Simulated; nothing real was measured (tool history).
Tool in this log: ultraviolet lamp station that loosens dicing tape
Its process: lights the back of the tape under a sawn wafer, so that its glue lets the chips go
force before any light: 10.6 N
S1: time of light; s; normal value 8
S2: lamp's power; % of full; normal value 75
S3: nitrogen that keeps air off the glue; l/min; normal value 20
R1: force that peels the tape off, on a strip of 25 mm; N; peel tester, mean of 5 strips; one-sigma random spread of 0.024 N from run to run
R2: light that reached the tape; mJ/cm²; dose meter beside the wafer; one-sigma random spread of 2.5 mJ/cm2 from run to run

run,day,S1,S2,S3,R1,R2
1,0,8,75,20,1.853,241
# day 1.571: window cleaned of glue's vapour
2,1.988,8,75,20,1.98,232
3,4.238,8,75,20,2.015,230
4,5.533,8,75,20,2.137,228
5,7.379,8,78,20,2.007,231
# day 9.183: window cleaned of glue's vapour, once more
6,9.879,8,75,20,1.744,253
7,11.775,8,75,20,1.768,248
8,13.708,8,75,9,3.044,252
9,15.417,8,75,9,2.967,243
10,17.05,8,75,9,3.02,247
11,18.767,8,75,9,3.183,243
12,20.308,8,75,9,3.125,243
13,21.338,8,75,9,3.109,241
14,23.408,8,75,9,3.176,238
15,24.575,8,75,9,3.08,236
16,26.858,8,75,9,3.275,235
17,28.858,8,88,20,1.544,270
18,30.375,8,88,20,1.609,267
19,32.779,8,88,20,1.598,263
20,34.467,8,75,20,2.091,229
21,35.6,8,75,20,2.042,219
22,37.692,8,75,20,2.192,220
23,38.708,5,75,20,3.861,132
24,40.367,11,82,20,1.052,323

Run 25 comes next. What will it give?
25,41.721,16,64,10,?,?

{"run 25": {"R1": 1.551, "R2": 364}}
Without the tool's hidden state the same run would have given R1 0.73 N, R2 536 mJ/cm².
